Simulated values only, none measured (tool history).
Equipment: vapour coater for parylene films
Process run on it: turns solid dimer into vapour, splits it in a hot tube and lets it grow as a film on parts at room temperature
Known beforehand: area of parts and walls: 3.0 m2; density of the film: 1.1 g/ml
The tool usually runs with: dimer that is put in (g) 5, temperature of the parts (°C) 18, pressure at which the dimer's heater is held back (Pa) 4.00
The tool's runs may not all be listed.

run	hour	dimer that is put in (g)	temperature of the parts (°C)	pressure at which the dimer's heater is held back (Pa)	thickness of the film (um)
1	0.0	5	18	4.00	0.75
2	27.4	4	18	4.00	0.61
3	52.9	8	18	4.00	1.22
4	67.5	5	18	8.13	0.69
5	84.5	5	26	4.00	0.60
# hour 90.2: trap's valve overhauled
6	119.6	5	13	4.33	0.89
7	154.0	2	12	4.36	0.35
8	168.7	2	12	4.36	0.38
9	192.9	2	26	6.84	0.22
10	225.1	9	14	9.57	1.33

Branching from run 10: 3 alternative next runs. What would each branch give?
A	257.0	3	14	5.23	?
B	257.0	8	14	5.23	?
C	257.0	5	18	3.64	?

run	thickness of the film (um)
A	0.51
B	1.34
C	0.79
With the hidden condition removed and each run's random variation left untouched, the same runs would have given:
run	thickness of the film (um)
A	0.51
B	1.34
C	0.79
